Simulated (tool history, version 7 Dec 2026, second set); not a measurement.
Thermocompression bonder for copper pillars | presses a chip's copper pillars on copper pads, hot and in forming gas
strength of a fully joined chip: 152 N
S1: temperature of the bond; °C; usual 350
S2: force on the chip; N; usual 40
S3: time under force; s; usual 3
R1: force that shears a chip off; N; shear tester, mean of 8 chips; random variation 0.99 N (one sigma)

| run | hour | S1 | S2 | S3 | R1 |
|---|---|---|---|---|---|
| 1 | 0.0 | 350 | 40 | 3 | 78.2 |
| 2 | 7.4 | 350 | 40 | 3 | 80.1 |
| 3 | 15.4 | 350 | 40 | 2 | 67.9 |
| 4 | 26.5 | 350 | 40 | 2 | 68.8 |
| 5 | 33.2 | 350 | 40 | 3 | 78.0 |
| 6 | 41.0 | 350 | 40 | 3 | 77.3 |
| 7 | 49.3 | 350 | 40 | 3 | 79.0 |
| 8 | 55.3 | 350 | 40 | 3 | 77.0 |
| 9 | 60.5 | 350 | 44 | 3 | 80.2 |
| 10 | 70.6 | 350 | 54 | 3 | 88.3 |
| 11 | 81.8 | 350 | 31 | 3 | 67.2 |
| 12 | 89.5 | 356 | 40 | 3 | 81.6 |
| 13 | 99.9 | 331 | 40 | 3 | 61.3 |
| 14 | 105.3 | 331 | 40 | 3 | 62.1 |
| 15 | 113.1 | 327 | 40 | 3 | 58.9 |
| 16 | 121.8 | 350 | 40 | 4 | 83.5 |
| 17 | 126.9 | 350 | 40 | 4 | 82.8 |
| 18 | 131.7 | 350 | 40 | 4 | 84.7 |
| 19 | 139.1 | 350 | 40 | 3 | 76.5 |
| 20 | 144.4 | 350 | 40 | 3 | 77.9 |
| 21 | 151.3 | 350 | 40 | 3 | 76.8 |
| 22 | 158.8 | 350 | 25 | 3 | 57.6 |
| 23 | 169.5 | 367 | 27 | 3 | 73.9 |
| 24 | 177.8 | 367 | 27 | 2 | 64.6 |
| 25 | 183.1 | 367 | 27 | 2 | 63.9 |
| 26 | 189.0 | 350 | 46 | 3 | 80.7 |
| 27 | 194.6 | 342 | 56 | 3 | 81.6 |
| 28 | 205.9 | 342 | 56 | 3 | 81.9 |
| 29 | 213.3 | 353 | 40 | 3 | 78.3 |
| 30 | 220.7 | 334 | 35 | 2 | 49.6 |
| 31 | 230.3 | 334 | 35 | 2 | 49.3 |
| 32 | 236.5 | 334 | 35 | 2 | 48.5 |
| 33 | 244.4 | 348 | 38 | 4 | 80.7 |
| 34 | 249.6 | 348 | 34 | 4 | 73.6 |
| 35 | 258.1 | 334 | 28 | 4 | 57.3 |
| 36 | 266.0 | 370 | 42 | 2 | 81.9 |
| 37 | 271.8 | 352 | 49 | 2 | 75.2 |
| 38 | 283.1 | 324 | 36 | 4 | 58.1 |
| 39 | 290.3 | 345 | 34 | 6 | 81.3 |
| 40 | 297.2 | 355 | 39 | 3 | 77.2 |

Forecast each of these 4 alternatives for the next run:
| A | 307.7 | 368 | 59 | 6 | ? |
| B | 307.7 | 331 | 40 | 3 | ? |
| C | 307.7 | 360 | 33 | 8 | ? |
| D | 307.7 | 351 | 26 | 5 | ? |

| run | R1 |
|---|---|
| A | 121.6 |
| B | 60.7 |
| C | 100.9 |
| D | 72.7 |
Without the tool's hidden state the same runs would have given:
| run | R1 |
|---|---|
| A | 134.8 |
| B | 70.9 |
| C | 114.0 |
| D | 83.9 |

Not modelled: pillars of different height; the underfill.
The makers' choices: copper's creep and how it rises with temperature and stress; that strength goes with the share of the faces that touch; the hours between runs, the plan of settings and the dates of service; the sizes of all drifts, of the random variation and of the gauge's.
